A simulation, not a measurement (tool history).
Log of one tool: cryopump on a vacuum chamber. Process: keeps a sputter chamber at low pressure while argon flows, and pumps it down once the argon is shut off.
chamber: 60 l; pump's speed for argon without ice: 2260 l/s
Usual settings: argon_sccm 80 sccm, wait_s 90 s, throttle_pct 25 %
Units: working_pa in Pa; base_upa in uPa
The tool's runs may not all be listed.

run 1 hour=0 | argon_sccm=80 wait_s=90 throttle_pct=25 | working_pa=0.2374 base_upa=1.16
run 2 hour=88.5 | argon_sccm=80 wait_s=90 throttle_pct=25 | working_pa=0.2399 base_upa=1.31
run 3 hour=130.6 | argon_sccm=80 wait_s=90 throttle_pct=25 | working_pa=0.2437 base_upa=1.33
run 4 hour=218.4 | argon_sccm=123 wait_s=90 throttle_pct=25 | working_pa=0.3737 base_upa=1.48
run 5 hour=301.1 | argon_sccm=123 wait_s=90 throttle_pct=25 | working_pa=0.3767 base_upa=1.5
run 6 hour=370.3 | argon_sccm=123 wait_s=90 throttle_pct=25 | working_pa=0.3769 base_upa=1.63
run 7 hour=445.7 | argon_sccm=123 wait_s=90 throttle_pct=25 | working_pa=0.3788 base_upa=1.68
run 8 hour=505.6 | argon_sccm=123 wait_s=90 throttle_pct=25 | working_pa=0.3799 base_upa=1.76
run 9 hour=604.6 | argon_sccm=123 wait_s=90 throttle_pct=25 | working_pa=0.3867 base_upa=1.86
run 10 hour=695.7 | argon_sccm=123 wait_s=90 throttle_pct=25 | working_pa=0.3862 base_upa=1.97
run 11 hour=770.7 | argon_sccm=80 wait_s=198 throttle_pct=25 | working_pa=0.2546 base_upa=1.76
run 12 hour=827.9 | argon_sccm=80 wait_s=198 throttle_pct=25 | working_pa=0.2554 base_upa=1.86
run 13 hour=870.2 | argon_sccm=80 wait_s=198 throttle_pct=25 | working_pa=0.2542 base_upa=1.92
-- hour=910 leaking fittings of the chamber tightened, without venting
run 14 hour=961.4 | argon_sccm=80 wait_s=90 throttle_pct=25 | working_pa=0.2574 base_upa=0.83
run 15 hour=1039.2 | argon_sccm=80 wait_s=90 throttle_pct=25 | working_pa=0.2578 base_upa=0.93
run 16 hour=1135.4 | argon_sccm=80 wait_s=90 throttle_pct=25 | working_pa=0.2593 base_upa=1.08
run 17 hour=1226.2 | argon_sccm=80 wait_s=90 throttle_pct=25 | working_pa=0.2637 base_upa=1.2
-- hour=1262.1 pump warmed up, emptied and cooled again
run 18 hour=1280.7 | argon_sccm=116 wait_s=41 throttle_pct=25 | working_pa=0.3525 base_upa=1.78
run 19 hour=1324.8 | argon_sccm=116 wait_s=41 throttle_pct=25 | working_pa=0.3518 base_upa=1.78
run 20 hour=1406.5 | argon_sccm=147 wait_s=46 throttle_pct=59 | working_pa=0.194 base_upa=1.74
run 21 hour=1504.2 | argon_sccm=147 wait_s=46 throttle_pct=59 | working_pa=0.1955 base_upa=1.86
run 22 hour=1588.6 | argon_sccm=102 wait_s=192 throttle_pct=28 | working_pa=0.2807 base_upa=1.04

Run 23 comes next. What will it give?
run 23 hour=1641.2 | argon_sccm=88 wait_s=272 throttle_pct=15 | working_pa=? base_upa=?

working_pa: 0.4462 Pa
base_upa: 1.03 uPa
Without the tool's hidden state the same run would have given working_pa 0.4383 Pa, base_upa 0.35 uPa.
